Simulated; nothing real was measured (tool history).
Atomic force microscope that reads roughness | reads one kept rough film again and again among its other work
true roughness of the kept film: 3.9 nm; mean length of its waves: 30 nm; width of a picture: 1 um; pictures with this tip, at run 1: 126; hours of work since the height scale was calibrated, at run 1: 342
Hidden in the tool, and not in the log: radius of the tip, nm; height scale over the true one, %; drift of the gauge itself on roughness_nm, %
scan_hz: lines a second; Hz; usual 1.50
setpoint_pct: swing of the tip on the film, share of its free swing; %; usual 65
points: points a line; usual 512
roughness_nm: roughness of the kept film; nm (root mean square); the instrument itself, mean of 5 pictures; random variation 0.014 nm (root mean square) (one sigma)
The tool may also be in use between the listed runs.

run     day  scan_hz  setpoint_pct  points  pictures with this tip  hours of work since the height scale was calibrated  roughness_nm
  1   0.000     1.50            65     512                     126                                                  342         3.118
  2   1.083     1.50            65     512                     161                                                  355         3.074
  3   2.038     1.50            65     512                     192                                                  366         2.984
  4   3.358     1.50            65     512                     235                                                  382         2.920
  5   4.138     1.50            65     512                     261                                                  391         2.852
  6   4.738     1.50            65     512                     280                                                  398         2.842
  7   5.633     1.50            65     512                     309                                                  409         2.776
  8   6.912     1.50            65     415                     351                                                  424         2.705
      7.929  -- new tip fitted
  9   8.167     1.50            65     415                       8                                                  439         3.310
 10   8.783     1.50            65     415                      28                                                  447         3.280
 11   9.596     1.50            79     512                      54                                                  456         3.038
      9.742  -- height scale calibrated on a step standard
 12  10.288     1.50            65     512                      75                                                    6         3.213
 13  11.625     3.26            56     512                     119                                                   22         3.079
 14  12.588     1.74            68     428                     150                                                   34         2.973
 15  13.150     1.74            68     428                     168                                                   41         2.941
 16  14.100     0.51            88     428                     199                                                   52         2.932
 17  14.683     3.96            70     807                     218                                                   59         2.556
     15.496  -- height scale calibrated on a step standard, once more
 18  16.100     3.96            70     807                     262                                                    7         2.461
 19  16.725     2.31            63     807                     283                                                   15         2.753
 20  17.525     2.31            63     807                     309                                                   24         2.699
 21  18.212     2.31            63     807                     331                                                   32         2.671
 22  19.021     0.99            65     790                     357                                                   42         2.746
     19.812  -- new tip fitted
 23  20.096     0.52            56     916                       9                                                   55         3.499

Forecast each of these 3 alternatives for the next run:
  A  21.004     1.12            86     512                      39                                                   66             ?
  B  21.004     1.50            65     624                      39                                                   66             ?
  C  21.004     0.63            65     865                      39                                                   66             ?

run  roughness_nm
  A         3.024
  B         3.246
  C         3.363
Without the tool's hidden state the same runs would have given:
run  roughness_nm
  A         3.149
  B         3.381
  C         3.503
